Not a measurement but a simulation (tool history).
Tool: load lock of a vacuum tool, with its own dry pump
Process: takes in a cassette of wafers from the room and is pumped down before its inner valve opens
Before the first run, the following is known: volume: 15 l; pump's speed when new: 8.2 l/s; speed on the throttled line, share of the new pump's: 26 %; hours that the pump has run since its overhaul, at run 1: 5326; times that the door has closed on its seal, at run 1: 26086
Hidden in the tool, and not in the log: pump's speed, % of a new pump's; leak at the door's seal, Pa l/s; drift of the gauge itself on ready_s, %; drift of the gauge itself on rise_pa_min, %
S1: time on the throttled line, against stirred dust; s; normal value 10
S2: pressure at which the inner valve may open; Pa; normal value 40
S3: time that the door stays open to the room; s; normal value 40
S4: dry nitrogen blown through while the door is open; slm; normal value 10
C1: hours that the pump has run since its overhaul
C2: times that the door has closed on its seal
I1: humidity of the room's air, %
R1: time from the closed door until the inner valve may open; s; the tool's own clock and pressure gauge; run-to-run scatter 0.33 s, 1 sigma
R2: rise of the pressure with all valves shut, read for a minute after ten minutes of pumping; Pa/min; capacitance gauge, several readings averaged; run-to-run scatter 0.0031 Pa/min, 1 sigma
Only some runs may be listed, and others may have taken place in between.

{"run": 1, "hour": 0.0, "S1": 10, "S2": 40, "S3": 40, "S4": 10, "C1": 5326, "C2": 26086, "I1": 40.8, "R1": 23.3, "R2": 0.251}
{"hour": 54.2, "done": "door's seal changed, seat wiped"}
{"run": 2, "hour": 531.6, "S1": 10, "S2": 40, "S3": 40, "S4": 10, "C1": 5856, "C2": 2338, "I1": 41.7, "R1": 23.1, "R2": 0.081}
{"run": 3, "hour": 808.1, "S1": 10, "S2": 40, "S3": 25, "S4": 10, "C1": 6133, "C2": 3693, "I1": 46.6, "R1": 23.0, "R2": 0.072}
{"run": 4, "hour": 1259.5, "S1": 10, "S2": 40, "S3": 40, "S4": 7, "C1": 6584, "C2": 5904, "I1": 45.1, "R1": 23.2, "R2": 0.107}
{"run": 5, "hour": 1687.7, "S1": 10, "S2": 40, "S3": 40, "S4": 7, "C1": 7012, "C2": 8001, "I1": 47.1, "R1": 23.5, "R2": 0.115}
{"run": 6, "hour": 1982.2, "S1": 10, "S2": 73, "S3": 40, "S4": 10, "C1": 7307, "C2": 9443, "I1": 44.7, "R1": 22.1, "R2": 0.117}
{"run": 7, "hour": 2429.8, "S1": 13, "S2": 40, "S3": 40, "S4": 10, "C1": 7754, "C2": 11636, "I1": 44.8, "R1": 25.2, "R2": 0.12}
{"run": 8, "hour": 2949.9, "S1": 13, "S2": 40, "S3": 40, "S4": 10, "C1": 8274, "C2": 14183, "I1": 45.0, "R1": 25.0, "R2": 0.146}
{"run": 9, "hour": 3426.6, "S1": 13, "S2": 40, "S3": 40, "S4": 10, "C1": 8751, "C2": 16518, "I1": 42.3, "R1": 25.5, "R2": 0.163}
{"run": 10, "hour": 3893.2, "S1": 11, "S2": 40, "S3": 40, "S4": 4, "C1": 9218, "C2": 18803, "I1": 44.7, "R1": 23.8, "R2": 0.19}
{"run": 11, "hour": 4396.3, "S1": 10, "S2": 40, "S3": 40, "S4": 32, "C1": 9721, "C2": 21267, "I1": 43.8, "R1": 24.1, "R2": 0.181}
{"run": 12, "hour": 4691.3, "S1": 9, "S2": 38, "S3": 64, "S4": 14, "C1": 10016, "C2": 22712, "I1": 41.2, "R1": 23.4, "R2": 0.232}
{"run": 13, "hour": 5198.5, "S1": 9, "S2": 38, "S3": 37, "S4": 14, "C1": 10523, "C2": 25196, "I1": 47.9, "R1": 22.8, "R2": 0.237}

Run 14 is up next; what results do you expect?
{"hour": 5399.7, "done": "door's seal changed, seat wiped"}
{"run": 14, "hour": 5565.4, "S1": 19, "S2": 46, "S3": 37, "S4": 14, "C1": 10888, "C2": 812, "I1": 44.4, "R1": "?", "R2": "?"}

For run 14 the tool returned R1 29.7 s, R2 0.067 Pa/min.
With the hidden condition absent and the run-to-run variation left alone, this run would have shown R1 28.2 s, R2 0.066 Pa/min.
